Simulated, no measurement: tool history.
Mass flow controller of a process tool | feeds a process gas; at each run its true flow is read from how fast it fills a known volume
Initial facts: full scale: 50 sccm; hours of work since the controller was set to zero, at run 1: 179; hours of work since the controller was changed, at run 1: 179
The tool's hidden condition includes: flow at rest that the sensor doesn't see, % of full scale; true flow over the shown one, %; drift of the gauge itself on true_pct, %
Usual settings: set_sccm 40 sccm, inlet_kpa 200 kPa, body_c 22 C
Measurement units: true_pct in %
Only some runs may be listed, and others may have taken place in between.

run	hour	set_sccm	inlet_kpa	body_c	hours of work since the controller was set to zero	hours of work since the controller was changed	true_pct
1	0	40	200	22	179	179	99.84
2	87.1	40	200	22	218	218	100.03
3	153.5	40	200	22	248	248	99.74
4	253.8	40	200	22	293	293	100.01
5	329	40	200	22	326	326	100.1
6	419.5	40	200	22	367	367	99.93
7	532.3	40	200	22	418	418	100.1
8	651.7	40	200	22	471	471	100.13
9	802.4	40	200	22	539	539	100.21
10	909.8	40	200	22	587	587	100.1
11	985.8	17	200	22	621	621	99.66
12	1123.7	17	178	22	683	683	99.6
13	1203.5	6	200	22	718	718	100.3
14	1297.3	6	200	22	760	760	100.49
15	1442.6	50	200	22	826	826	100.53
16	1535.2	50	200	22	867	867	100.47
17	1657.9	50	200	22	922	922	100.35
18	1724.5	50	151	22	952	952	100.39
19	1794.9	50	151	22	983	983	100.46
20	1866.7	40	200	25	1016	1016	100.35
21	1954.9	9	243	25	1055	1055	100.51
22	2069.2	9	243	25	1106	1106	100.62
23	2213.4	15	280	23	1171	1171	100.32
24	2322.4	9	240	30	1220	1220	100.91
25	2416.5	17	200	24	1262	1262	100.09
26	2541.7	21	152	22	1318	1318	100.25
27	2622.6	29	256	33	1354	1354	100.6
28	2692.4	18	200	22	1386	1386	100.3
29	2756.4	18	265	29	1414	1414	100.46
30	2831.2	26	148	21	1448	1448	100.24
31	2940.9	14	248	32	1497	1497	100.94
32	3082.8	32	162	24	1561	1561	100.37
33	3199.8	7	173	24	1613	1613	101.87
34	3267.1	18	200	22	1643	1643	100.5
35	3396.8	18	189	33	1701	1701	100.82
36	3460	18	189	33	1730	1730	100.78
37	3556.3	30	143	25	1773	1773	100.55
38	3672.2	30	143	25	1825	1825	100.54
39	3733.4	24	143	35	1852	1852	100.81

Predict each of these 4 candidate next runs independently; none follows another, all start after run 39:
A	3815.7	40	159	28	1889	1889	?
B	3815.7	43	200	22	1889	1889	?
C	3815.7	15	143	24	1889	1889	?
D	3815.7	7	200	29	1889	1889	?

run	true_pct
A	100.76
B	100.85
C	100.79
D	102.58
Without the tool's unlogged condition, the same runs would have read:
run	true_pct
A	99.64
B	99.77
C	98.7
D	98.71
